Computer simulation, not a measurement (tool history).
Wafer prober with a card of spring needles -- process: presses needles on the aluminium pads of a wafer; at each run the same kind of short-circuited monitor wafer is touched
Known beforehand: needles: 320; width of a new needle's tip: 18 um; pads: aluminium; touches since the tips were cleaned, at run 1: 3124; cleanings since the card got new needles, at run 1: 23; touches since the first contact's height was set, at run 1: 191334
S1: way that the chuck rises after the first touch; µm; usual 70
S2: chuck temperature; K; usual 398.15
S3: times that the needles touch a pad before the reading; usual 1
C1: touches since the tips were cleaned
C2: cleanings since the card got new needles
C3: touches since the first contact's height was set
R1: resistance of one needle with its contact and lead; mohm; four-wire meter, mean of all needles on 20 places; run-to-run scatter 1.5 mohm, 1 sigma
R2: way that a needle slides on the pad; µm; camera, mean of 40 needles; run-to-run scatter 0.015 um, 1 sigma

Run 1, day 0.000: usual settings; C1 3124; C2 23; C3 191334. Result: R1 133 mohm, R2 10.44 µm.
At day 0.517: tips cleaned on abrasive film.
Run 2, day 0.738: usual settings; C1 1741; C2 24; C3 197135. Result: R1 134 mohm, R2 10.46 µm.
Run 3, day 1.375: usual settings but S3 3; C1 6794; C2 24; C3 202188. Result: R1 131 mohm, R2 10.43 µm.
At day 1.429: tips cleaned on abrasive film.
Run 4, day 1.975: usual settings but S3 3; C1 4331; C2 25; C3 206919. Result: R1 132 mohm, R2 10.44 µm.
At day 2.346: tips cleaned on abrasive film.
Run 5, day 2.708: usual settings but S3 3; C1 2889; C2 26; C3 212699. Result: R1 134 mohm, R2 10.44 µm.
Run 6, day 3.100: usual settings but S1 54 µm; C1 5962; C2 26; C3 215772. Result: R1 142 mohm, R2 8.07 µm.
At day 3.267: tips cleaned on abrasive film.
Run 7, day 3.717: usual settings but S1 54 µm; C1 3579; C2 27; C3 220636. Result: R1 140 mohm, R2 8.07 µm.
At day 4.167: tips cleaned on abrasive film.
Run 8, day 4.362: usual settings but S1 54 µm; C1 1546; C2 28; C3 225726. Result: R1 138 mohm, R2 8.03 µm.
Run 9, day 4.808: usual settings but S1 54 µm; C1 5081; C2 28; C3 229261. Result: R1 142 mohm, R2 8.04 µm.
At day 5.108: tips cleaned on abrasive film.
Run 10, day 5.358: usual settings; C1 1989; C2 29; C3 233566. Result: R1 135 mohm, R2 10.43 µm.
Run 11, day 5.704: usual settings; C1 4738; C2 29; C3 236315. Result: R1 135 mohm, R2 10.45 µm.
At day 6.046: tips cleaned on abrasive film.
Run 12, day 6.225: usual settings; C1 1422; C2 30; C3 240397. Result: R1 136 mohm, R2 10.42 µm.
Run 13, day 6.533: usual settings; C1 3875; C2 30; C3 242850. Result: R1 132 mohm, R2 10.45 µm.
Run 14, day 6.888: usual settings; C1 6666; C2 30; C3 245641. Result: R1 130 mohm, R2 10.45 µm.
At day 6.938: tips cleaned on abrasive film.
At day 7.429: height of the first contact set anew.
Run 15, day 7.633: usual settings; C1 5401; C2 31; C3 1632. Result: R1 133 mohm, R2 10.45 µm.
At day 7.875: tips cleaned on abrasive film.
Run 16, day 8.396: usual settings; C1 4138; C2 32; C3 7639. Result: R1 135 mohm, R2 10.46 µm.
At day 8.771: tips cleaned on abrasive film.
Run 17, day 8.812: usual settings; C1 336; C2 33; C3 10902. Result: R1 134 mohm, R2 10.45 µm.
Run 18, day 9.554: usual settings; C1 6200; C2 33; C3 16766. Result: R1 133 mohm, R2 10.42 µm.
At day 9.692: tips cleaned on abrasive film.
Run 19, day 10.175: usual settings but S1 69 µm, S2 312.15 K, S3 2; C1 3816; C2 34; C3 21643. Result: R1 120 mohm, R2 10.28 µm.
Run 20, day 10.504: usual settings but S1 69 µm, S2 312.15 K, S3 2; C1 6428; C2 34; C3 24255. Result: R1 120 mohm, R2 10.30 µm.
At day 10.625: tips cleaned on abrasive film.
Run 21, day 11.158: usual settings but S1 67 µm, S2 333.15 K; C1 4212; C2 35; C3 29404. Result: R1 124 mohm, R2 10.02 µm.
At day 11.546: tips cleaned on abrasive film.
Run 22, day 11.783: usual settings but S1 67 µm, S2 333.15 K; C1 1873; C2 36; C3 34323. Result: R1 124 mohm, R2 9.97 µm.
At day 12.479: tips cleaned on abrasive film.
Run 23, day 12.529: usual settings but S1 63 µm, S2 311.15 K, S3 3; C1 394; C2 37; C3 40217. Result: R1 122 mohm, R2 9.39 µm.
Run 24, day 13.167: usual settings but S1 56 µm, S2 304.15 K; C1 5425; C2 37; C3 45248. Result: R1 126 mohm, R2 8.35 µm.
At day 13.392: tips cleaned on abrasive film.
Run 25, day 13.700: usual settings but S1 56 µm, S2 329.15 K; C1 2441; C2 38; C3 49438. Result: R1 129 mohm, R2 8.35 µm.
Run 26, day 14.221: usual settings but S1 84 µm, S2 333.15 K; C1 6558; C2 38; C3 53555. Result: R1 119 mohm, R2 12.52 µm.
At day 14.283: tips cleaned on abrasive film.
Run 27, day 14.742: usual settings but S1 65 µm, S2 308.15 K, S3 2; C1 3659; C2 39; C3 57673. Result: R1 121 mohm, R2 9.69 µm.
At day 15.200: tips cleaned on abrasive film.
Run 28, day 15.296: usual settings but S1 66 µm, S2 321.15 K, S3 2; C1 759; C2 40; C3 62000. Result: R1 122 mohm, R2 9.83 µm.
Run 29, day 15.746: usual settings but S3 3; C1 4324; C2 40; C3 65565. Result: R1 134 mohm, R2 10.44 µm.
At day 16.112: tips cleaned on abrasive film.
Run 30, day 16.171: usual settings but S1 61 µm, S2 314.15 K, S3 3; C1 471; C2 41; C3 68927. Result: R1 123 mohm, R2 9.10 µm.
Run 31, day 16.562: usual settings; C1 3564; C2 41; C3 72020. Result: R1 134 mohm, R2 10.45 µm.
Run 32, day 16.883: usual settings but S1 59 µm, S2 301.15 K, S3 2; C1 6091; C2 41; C3 74547. Result: R1 122 mohm, R2 8.79 µm.
At day 17.029: tips cleaned on abrasive film.
Run 33, day 17.521: usual settings but S1 83 µm, S2 301.15 K, S3 2; C1 3894; C2 42; C3 79579. Result: R1 117 mohm, R2 12.39 µm.
Run 34, day 17.829: usual settings but S2 322.15 K; C1 6329; C2 42; C3 82014. Result: R1 123 mohm, R2 10.42 µm.
At day 17.938: tips cleaned on abrasive film.
Run 35, day 18.542: usual settings but S1 87 µm, S2 323.15 K; C1 4786; C2 43; C3 87621. Result: R1 118 mohm, R2 13.01 µm.

What differs in the tool's unlogged condition from the final listed run ahead of each entry between runs to the first listed run following it?
Between runs 1 and 2: tips cleaned on abrasive film (day 0.517)
  debris on the tips, nm: 0.3 -> 0.2
Between runs 3 and 4: tips cleaned on abrasive film (day 1.429)
  no difference in the tool's unlogged condition between these two runs
Between runs 4 and 5: tips cleaned on abrasive film (day 2.346)
  debris on the tips, nm: 0.4 -> 0.3
Between runs 6 and 7: tips cleaned on abrasive film (day 3.267)
  debris on the tips, nm: 0.4 -> 0.3
Between runs 7 and 8: tips cleaned on abrasive film (day 4.167)
  debris on the tips, nm: 0.3 -> 0.2
Between runs 9 and 10: tips cleaned on abrasive film (day 5.108)
  debris on the tips, nm: 0.4 -> 0.2
Between runs 11 and 12: tips cleaned on abrasive film (day 6.046)
  debris on the tips, nm: 0.4 -> 0.2; way that the needles fall short of the set height, um: 0 -> 0.01
Between runs 14 and 15: tips cleaned on abrasive film (day 6.938); height of the first contact set anew (day 7.429)
  way that the needles fall short of the set height, um: 0.01 -> 0
Between runs 15 and 16: tips cleaned on abrasive film (day 7.875)
  debris on the tips, nm: 0.4 -> 0.3
Between runs 16 and 17: tips cleaned on abrasive film (day 8.771)
  debris on the tips, nm: 0.3 -> 0.1
Between runs 18 and 19: tips cleaned on abrasive film (day 9.692)
  debris on the tips, nm: 0.4 -> 0.3
Between runs 20 and 21: tips cleaned on abrasive film (day 10.625)
  debris on the tips, nm: 0.4 -> 0.3
Between runs 21 and 22: tips cleaned on abrasive film (day 11.546)
  debris on the tips, nm: 0.3 -> 0.2
Between runs 22 and 23: tips cleaned on abrasive film (day 12.479)
  debris on the tips, nm: 0.2 -> 0.1
Between runs 24 and 25: tips cleaned on abrasive film (day 13.392)
  debris on the tips, nm: 0.4 -> 0.2
Between runs 26 and 27: tips cleaned on abrasive film (day 14.283)
  debris on the tips, nm: 0.4 -> 0.3
Between runs 27 and 28: tips cleaned on abrasive film (day 15.200)
  debris on the tips, nm: 0.3 -> 0.1
Between runs 29 and 30: tips cleaned on abrasive film (day 16.112)
  debris on the tips, nm: 0.4 -> 0.1
Between runs 32 and 33: tips cleaned on abrasive film (day 17.029)
  debris on the tips, nm: 0.4 -> 0.3
Between runs 34 and 35: tips cleaned on abrasive film (day 17.938)
  no difference in the tool's unlogged condition between these two runs

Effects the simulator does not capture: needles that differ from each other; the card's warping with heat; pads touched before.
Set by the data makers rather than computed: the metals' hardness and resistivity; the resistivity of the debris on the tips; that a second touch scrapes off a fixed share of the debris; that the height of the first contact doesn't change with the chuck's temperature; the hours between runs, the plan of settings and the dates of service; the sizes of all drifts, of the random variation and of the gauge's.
